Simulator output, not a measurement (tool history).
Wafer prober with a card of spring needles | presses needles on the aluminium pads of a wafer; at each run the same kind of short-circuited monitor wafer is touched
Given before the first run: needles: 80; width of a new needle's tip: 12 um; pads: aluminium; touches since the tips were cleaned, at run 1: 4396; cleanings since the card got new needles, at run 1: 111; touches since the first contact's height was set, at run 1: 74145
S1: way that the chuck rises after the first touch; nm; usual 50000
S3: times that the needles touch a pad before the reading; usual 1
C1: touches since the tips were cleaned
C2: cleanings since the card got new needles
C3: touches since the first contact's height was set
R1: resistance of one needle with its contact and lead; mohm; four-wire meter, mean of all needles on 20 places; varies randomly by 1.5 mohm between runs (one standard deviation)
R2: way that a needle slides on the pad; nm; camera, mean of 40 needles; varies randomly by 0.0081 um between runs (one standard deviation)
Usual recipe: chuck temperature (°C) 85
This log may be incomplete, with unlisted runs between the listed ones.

run 1 hour=0 | S1=50000 chuck_temperature_(°C)=85 S3=1 | C1=4396 C2=111 C3=74145 | R1=141 R2=7474
-- hour=5.6 tips cleaned on abrasive film
-- hour=19.4 tips cleaned on abrasive film
-- hour=30.5 tips cleaned on abrasive film
-- hour=44.3 tips cleaned on abrasive film
run 2 hour=49.5 | S1=50000 chuck_temperature_(°C)=85 S3=1 | C1=3283 C2=115 C3=105313 | R1=140 R2=7467
-- hour=57.8 tips cleaned on abrasive film
-- hour=71.1 tips cleaned on abrasive film
run 3 hour=77.2 | S1=50000 chuck_temperature_(°C)=85 S3=1 | C1=3912 C2=117 C3=122833 | R1=142 R2=7463
-- hour=82.8 tips cleaned on abrasive film
-- hour=93.7 height of the first contact set anew
-- hour=96.4 tips cleaned on abrasive film
-- hour=107.5 tips cleaned on abrasive film
-- hour=121.3 tips cleaned on abrasive film
run 4 hour=130.9 | S1=50000 chuck_temperature_(°C)=85 S3=1 | C1=6090 C2=121 C3=23458 | R1=141 R2=7450
-- hour=133.7 tips cleaned on abrasive film
-- hour=147.4 tips cleaned on abrasive film
-- hour=159.8 tips cleaned on abrasive film
run 5 hour=159.8 | S1=50000 chuck_temperature_(°C)=50 S3=1 | C1=0 C2=124 C3=41616 | R1=135 R2=7458
-- hour=173.5 tips cleaned on abrasive film
-- hour=187.3 tips cleaned on abrasive film
-- hour=198.4 tips cleaned on abrasive film
-- hour=212 tips cleaned on abrasive film
run 6 hour=214.6 | S1=50000 chuck_temperature_(°C)=50 S3=1 | C1=1627 C2=128 C3=76197 | R1=134 R2=7451
-- hour=225.7 tips cleaned on abrasive film
-- hour=239.5 tips cleaned on abrasive film
run 7 hour=248.4 | S1=50000 chuck_temperature_(°C)=50 S3=1 | C1=5651 C2=130 C3=97541 | R1=134 R2=7447
-- hour=251.2 tips cleaned on abrasive film
-- hour=264.7 tips cleaned on abrasive film
-- hour=278.6 tips cleaned on abrasive film
-- hour=292 tips cleaned on abrasive film
run 8 hour=293.5 | S1=50000 chuck_temperature_(°C)=50 S3=1 | C1=977 C2=134 C3=125966 | R1=136 R2=7445
-- hour=304.6 tips cleaned on abrasive film
-- hour=304.9 height of the first contact set anew
-- hour=318.3 tips cleaned on abrasive film
-- hour=331.9 tips cleaned on abrasive film
-- hour=342.9 tips cleaned on abrasive film
run 9 hour=344.3 | S1=50000 chuck_temperature_(°C)=50 S3=1 | C1=836 C2=138 C3=24810 | R1=134 R2=7442
-- hour=355.3 tips cleaned on abrasive film
-- hour=366.4 tips cleaned on abrasive film
-- hour=379.9 tips cleaned on abrasive film
-- hour=391 tips cleaned on abrasive film
run 10 hour=392 | S1=50000 chuck_temperature_(°C)=50 S3=1 | C1=646 C2=142 C3=54894 | R1=137 R2=7430
-- hour=402.5 tips cleaned on abrasive film
-- hour=415.4 tips cleaned on abrasive film
-- hour=428.9 tips cleaned on abrasive film
run 11 hour=432.2 | S1=50000 chuck_temperature_(°C)=50 S3=1 | C1=2100 C2=145 C3=80245 | R1=134 R2=7418
-- hour=440.3 tips cleaned on abrasive film
-- hour=454.1 tips cleaned on abrasive film
-- hour=465.2 tips cleaned on abrasive film
run 12 hour=471.7 | S1=33000 chuck_temperature_(°C)=61 S3=2 | C1=4149 C2=148 C3=105155 | R1=148 R2=4888
-- hour=477.3 tips cleaned on abrasive film
-- hour=490.6 tips cleaned on abrasive film
-- hour=501.7 tips cleaned on abrasive film
-- hour=512.8 tips cleaned on abrasive film
-- hour=515.8 height of the first contact set anew
run 13 hour=523.3 | S1=40000 chuck_temperature_(°C)=111 S3=2 | C1=6486 C2=152 C3=4743 | R1=149 R2=5941
-- hour=526.1 tips cleaned on abrasive film
-- hour=539.6 tips cleaned on abrasive film
-- hour=553 tips cleaned on abrasive film
run 14 hour=554.4 | S1=63000 chuck_temperature_(°C)=78 S3=2 | C1=893 C2=155 C3=24351 | R1=135 R2=9344
-- hour=565.2 tips cleaned on abrasive film
-- hour=578.8 tips cleaned on abrasive film
-- hour=592.2 tips cleaned on abrasive film
-- hour=603.3 tips cleaned on abrasive film
run 15 hour=609.4 | S1=57000 chuck_temperature_(°C)=85 S3=2 | C1=3866 C2=159 C3=59017 | R1=141 R2=8440
-- hour=615 tips cleaned on abrasive film
-- hour=628.8 tips cleaned on abrasive film
-- hour=641.2 tips cleaned on abrasive film
run 16 hour=641.2 | S1=57000 chuck_temperature_(°C)=85 S3=2 | C1=0 C2=162 C3=79014 | R1=138 R2=8440
-- hour=654.2 tips cleaned on abrasive film
-- hour=665.3 tips cleaned on abrasive film
run 17 hour=668.1 | S1=64000 chuck_temperature_(°C)=114 S3=2 | C1=1806 C2=164 C3=96009 | R1=140 R2=9473
-- hour=678.9 tips cleaned on abrasive film
-- hour=690 tips cleaned on abrasive film
-- hour=703.7 tips cleaned on abrasive film
-- hour=717 tips cleaned on abrasive film
run 18 hour=721.2 | S1=69000 chuck_temperature_(°C)=45 S3=3 | C1=2650 C2=168 C3=129445 | R1=128 R2=10200
-- hour=726.7 height of the first contact set anew
-- hour=729.5 tips cleaned on abrasive film
-- hour=743.2 tips cleaned on abrasive film
-- hour=754.3 tips cleaned on abrasive film
-- hour=767.8 tips cleaned on abrasive film
run 19 hour=777.1 | S1=46000 chuck_temperature_(°C)=36 S3=2 | C1=5943 C2=172 C3=31762 | R1=132 R2=6813
-- hour=779.8 tips cleaned on abrasive film
-- hour=790.8 tips cleaned on abrasive film
-- hour=801.9 tips cleaned on abrasive film
-- hour=815.3 tips cleaned on abrasive film
run 20 hour=820.5 | S1=57000 chuck_temperature_(°C)=75 S3=3 | C1=3353 C2=176 C3=59086 | R1=135 R2=8416
-- hour=828.4 tips cleaned on abrasive film
-- hour=841.8 tips cleaned on abrasive film
-- hour=852.9 tips cleaned on abrasive film
run 21 hour=856.6 | S1=48000 chuck_temperature_(°C)=85 S3=1 | C1=2359 C2=179 C3=81839 | R1=139 R2=7068
-- hour=865 tips cleaned on abrasive film
-- hour=878.8 tips cleaned on abrasive film
run 22 hour=881.5 | S1=49000 chuck_temperature_(°C)=68 S3=1 | C1=1719 C2=181 C3=97509 | R1=140 R2=7232

Below are 4 alternative next runs, each starting from the tool's condition after run 22. Predict each:
-- hour=892.6 tips cleaned on abrasive film
-- hour=906 tips cleaned on abrasive film
-- hour=919.1 tips cleaned on abrasive film
run A hour=920 | S1=49000 chuck_temperature_(°C)=34 S3=1 | C1=599 C2=184 C3=121789 | R1=? R2=?
-- hour=892.6 tips cleaned on abrasive film
-- hour=906 tips cleaned on abrasive film
-- hour=919.1 tips cleaned on abrasive film
run B hour=920 | S1=57000 chuck_temperature_(°C)=90 S3=1 | C1=599 C2=184 C3=121789 | R1=? R2=?
-- hour=892.6 tips cleaned on abrasive film
-- hour=906 tips cleaned on abrasive film
-- hour=919.1 tips cleaned on abrasive film
run C hour=920 | S1=49000 chuck_temperature_(°C)=35 S3=2 | C1=599 C2=184 C3=121789 | R1=? R2=?
-- hour=892.6 tips cleaned on abrasive film
-- hour=906 tips cleaned on abrasive film
-- hour=919.1 tips cleaned on abrasive film
run D hour=920 | S1=49000 chuck_temperature_(°C)=46 S3=1 | C1=599 C2=184 C3=121789 | R1=? R2=?

run=A R1=132 R2=7228
run=B R1=141 R2=8414
run=C R1=133 R2=7227
run=D R1=135 R2=7237
Had the tool no hidden state, the same runs would have come out as:
run=A R1=131 R2=7320
run=B R1=141 R2=8521
run=C R1=133 R2=7319
run=D R1=134 R2=7329

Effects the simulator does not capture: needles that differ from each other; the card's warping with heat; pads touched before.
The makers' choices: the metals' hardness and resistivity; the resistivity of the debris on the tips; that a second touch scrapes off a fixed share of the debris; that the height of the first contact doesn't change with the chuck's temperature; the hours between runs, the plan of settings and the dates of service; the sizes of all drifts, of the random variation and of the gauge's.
